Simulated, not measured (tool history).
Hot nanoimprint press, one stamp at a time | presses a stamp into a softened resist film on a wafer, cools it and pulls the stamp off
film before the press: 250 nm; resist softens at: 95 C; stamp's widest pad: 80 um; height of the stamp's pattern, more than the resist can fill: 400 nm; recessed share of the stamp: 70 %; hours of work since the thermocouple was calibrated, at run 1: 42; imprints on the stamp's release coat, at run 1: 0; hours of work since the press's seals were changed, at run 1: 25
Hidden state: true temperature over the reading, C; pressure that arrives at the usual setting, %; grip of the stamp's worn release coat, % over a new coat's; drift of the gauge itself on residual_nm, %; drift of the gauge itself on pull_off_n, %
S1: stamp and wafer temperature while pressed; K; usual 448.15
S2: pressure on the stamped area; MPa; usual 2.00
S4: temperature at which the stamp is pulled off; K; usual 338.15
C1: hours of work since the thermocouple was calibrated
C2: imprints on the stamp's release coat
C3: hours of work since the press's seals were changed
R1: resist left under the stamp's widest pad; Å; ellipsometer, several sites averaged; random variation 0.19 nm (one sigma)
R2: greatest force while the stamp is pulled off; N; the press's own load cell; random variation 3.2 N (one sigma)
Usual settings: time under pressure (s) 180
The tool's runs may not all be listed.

run 1 hour=0.0 | S1=448.15 S2=2.00 time_under_pressure_(s)=180 S4=338.15 | C1=42 C2=0 C3=25 | R1=1034 R2=182
run 2 hour=12.1 | S1=448.15 S2=2.00 time_under_pressure_(s)=180 S4=338.15 | C1=50 C2=48 C3=33 | R1=1035 R2=193
run 3 hour=21.4 | S1=448.15 S2=2.00 time_under_pressure_(s)=180 S4=338.15 | C1=56 C2=85 C3=39 | R1=1029 R2=187
run 4 hour=37.2 | S1=448.15 S2=2.00 time_under_pressure_(s)=180 S4=338.15 | C1=67 C2=148 C3=50 | R1=1031 R2=192
run 5 hour=56.6 | S1=448.15 S2=2.00 time_under_pressure_(s)=279 S4=338.15 | C1=79 C2=225 C3=62 | R1=881 R2=195
run 6 hour=69.4 | S1=453.15 S2=2.00 time_under_pressure_(s)=180 S4=338.15 | C1=88 C2=277 C3=71 | R1=832 R2=196
run 7 hour=81.6 | S1=453.15 S2=2.00 time_under_pressure_(s)=180 S4=337.15 | C1=95 C2=325 C3=78 | R1=833 R2=198
run 8 hour=93.0 | S1=448.15 S2=2.00 time_under_pressure_(s)=180 S4=338.15 | C1=103 C2=371 C3=86 | R1=1022 R2=209
run 9 hour=102.7 | S1=448.15 S2=2.00 time_under_pressure_(s)=180 S4=338.15 | C1=109 C2=410 C3=92 | R1=1025 R2=202
run 10 hour=119.0 | S1=448.15 S2=2.00 time_under_pressure_(s)=180 S4=338.15 | C1=120 C2=475 C3=103 | R1=1022 R2=205
run 11 hour=130.9 | S1=448.15 S2=2.00 time_under_pressure_(s)=180 S4=338.15 | C1=127 C2=522 C3=110 | R1=1022 R2=207
run 12 hour=141.3 | S1=448.15 S2=2.00 time_under_pressure_(s)=180 S4=338.15 | C1=134 C2=564 C3=117 | R1=1016 R2=211
run 13 hour=150.6 | S1=448.15 S2=2.00 time_under_pressure_(s)=180 S4=338.15 | C1=140 C2=601 C3=123 | R1=1020 R2=211
run 14 hour=169.9 | S1=448.15 S2=1.34 time_under_pressure_(s)=180 S4=338.15 | C1=153 C2=678 C3=136 | R1=1267 R2=209
run 15 hour=181.3 | S1=448.15 S2=1.34 time_under_pressure_(s)=180 S4=338.15 | C1=160 C2=724 C3=143 | R1=1266 R2=218
run 16 hour=200.1 | S1=448.15 S2=1.34 time_under_pressure_(s)=180 S4=338.15 | C1=172 C2=799 C3=155 | R1=1269 R2=212
-- hour=204.3 plate thermocouple calibrated
run 17 hour=216.0 | S1=457.15 S2=2.32 time_under_pressure_(s)=180 S4=338.15 | C1=8 C2=850 C3=164 | R1=634 R2=224
run 18 hour=229.4 | S1=457.15 S2=2.12 time_under_pressure_(s)=159 S4=327.15 | C1=16 C2=904 C3=172 | R1=701 R2=275
run 19 hour=243.0 | S1=441.15 S2=2.56 time_under_pressure_(s)=159 S4=327.15 | C1=25 C2=958 C3=181 | R1=1222 R2=286
-- hour=257.2 plate thermocouple calibrated, once more
run 20 hour=261.8 | S1=441.15 S2=2.22 time_under_pressure_(s)=159 S4=327.15 | C1=3 C2=1021 C3=192 | R1=1380 R2=292
run 21 hour=274.2 | S1=448.15 S2=2.16 time_under_pressure_(s)=344 S4=338.15 | C1=11 C2=1071 C3=200 | R1=803 R2=225
run 22 hour=285.2 | S1=448.15 S2=2.16 time_under_pressure_(s)=344 S4=338.15 | C1=18 C2=1115 C3=207 | R1=804 R2=234
run 23 hour=298.9 | S1=448.15 S2=2.16 time_under_pressure_(s)=344 S4=338.15 | C1=27 C2=1169 C3=216 | R1=804 R2=245
run 24 hour=314.4 | S1=448.15 S2=2.16 time_under_pressure_(s)=333 S4=326.15 | C1=37 C2=1231 C3=226 | R1=812 R2=315
run 25 hour=324.6 | S1=448.15 S2=2.16 time_under_pressure_(s)=333 S4=326.15 | C1=44 C2=1272 C3=232 | R1=808 R2=309
run 26 hour=332.9 | S1=448.15 S2=1.23 time_under_pressure_(s)=251 S4=338.15 | C1=49 C2=1305 C3=238 | R1=1223 R2=249
run 27 hour=343.6 | S1=448.15 S2=1.23 time_under_pressure_(s)=251 S4=338.15 | C1=56 C2=1348 C3=245 | R1=1225 R2=254
run 28 hour=357.9 | S1=448.15 S2=1.23 time_under_pressure_(s)=251 S4=341.15 | C1=65 C2=1405 C3=254 | R1=1219 R2=242
run 29 hour=371.0 | S1=448.15 S2=1.23 time_under_pressure_(s)=251 S4=341.15 | C1=74 C2=1457 C3=262 | R1=1221 R2=232

3 ways to go on from here, each from the tool as it stands after run 29. What would each give?
-- hour=389.3 stamp cleaned and given a new release coat
run A hour=390.5 | S1=458.15 S2=1.23 time_under_pressure_(s)=251 S4=339.15 | C1=83 C2=5 C3=271 | R1=? R2=?
-- hour=389.3 stamp cleaned and given a new release coat
run B hour=390.5 | S1=456.15 S2=2.95 time_under_pressure_(s)=251 S4=341.15 | C1=83 C2=5 C3=271 | R1=? R2=?
-- hour=389.3 stamp cleaned and given a new release coat
run C hour=390.5 | S1=442.15 S2=1.23 time_under_pressure_(s)=351 S4=341.15 | C1=83 C2=5 C3=271 | R1=? R2=?

run=A R1=819 R2=177
run=B R1=525 R2=171
run=C R1=1398 R2=176
Without the tool's hidden state the same runs would have given:
run=A R1=828 R2=179
run=B R1=525 R2=173
run=C R1=1416 R2=178

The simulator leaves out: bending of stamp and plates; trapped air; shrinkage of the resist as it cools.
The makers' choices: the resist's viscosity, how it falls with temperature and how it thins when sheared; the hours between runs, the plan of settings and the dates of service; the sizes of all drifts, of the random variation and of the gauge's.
